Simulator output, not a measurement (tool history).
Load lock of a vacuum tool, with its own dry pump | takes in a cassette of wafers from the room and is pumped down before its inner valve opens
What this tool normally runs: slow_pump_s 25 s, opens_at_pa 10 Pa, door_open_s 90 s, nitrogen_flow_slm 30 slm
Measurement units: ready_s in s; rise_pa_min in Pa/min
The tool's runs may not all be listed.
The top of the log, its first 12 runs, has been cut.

run,day,slow_pump_s,opens_at_pa,door_open_s,nitrogen_flow_slm,"incoming humidity of the room's air, %",ready_s,rise_pa_min
13,38.571,25,10,90,30,44.0,65.7,0.096
14,41.129,25,10,90,30,47.5,65.8,0.101
15,43.362,25,10,90,30,45.8,66.5,0.108
16,47.129,25,10,90,30,44.0,66.1,0.101
17,51.071,25,10,90,30,45.7,66.0,0.105
18,55.304,25,10,90,30,46.3,65.9,0.114
19,57.133,25,10,90,30,42.2,65.8,0.108
20,59.646,30,17,161,30,45.9,67.1,0.132
21,62.829,30,17,161,30,43.7,67.0,0.131
22,66.958,12,10,90,35,44.6,57.0,0.114
23,68.700,46,10,118,35,43.7,81.0,0.113
24,70.792,14,10,90,30,46.7,57.9,0.127
25,73.904,16,10,90,12,44.4,59.5,0.141
26,77.338,16,12,135,12,47.1,59.5,0.162
27,80.817,16,12,135,12,39.6,57.9,0.148
28,84.846,40,12,41,12,47.3,75.5,0.125
29,88.388,25,10,60,33,42.7,66.0,0.120
30,91.000,25,10,106,33,44.9,65.8,0.137
31,95.217,25,10,98,7,46.7,66.7,0.172
32,98.467,43,16,232,30,47.7,76.9,0.173
33,102.112,43,16,232,30,43.0,77.0,0.173
34,104.917,25,10,57,34,43.4,66.4,0.133
35,107.525,46,10,47,30,47.2,82.7,0.130
36,110.475,25,16,203,39,46.1,64.1,0.165
37,114.604,38,10,90,30,43.5,76.5,0.153

Alternative continuations, all from the tool just after run 37; predict every row:
A,117.296,30,12,28,30,44.8,?,?
B,117.296,38,7,29,30,46.2,?,?
C,117.296,25,7,90,35,47.8,?,?

run,ready_s,rise_pa_min
A,69.7,0.135
B,77.3,0.132
C,68.9,0.148
Take away the tool's hidden state, keep each run's random variation, and the runs would have read:
run,ready_s,rise_pa_min
A,65.7,0.018
B,73.4,0.018
C,64.6,0.033

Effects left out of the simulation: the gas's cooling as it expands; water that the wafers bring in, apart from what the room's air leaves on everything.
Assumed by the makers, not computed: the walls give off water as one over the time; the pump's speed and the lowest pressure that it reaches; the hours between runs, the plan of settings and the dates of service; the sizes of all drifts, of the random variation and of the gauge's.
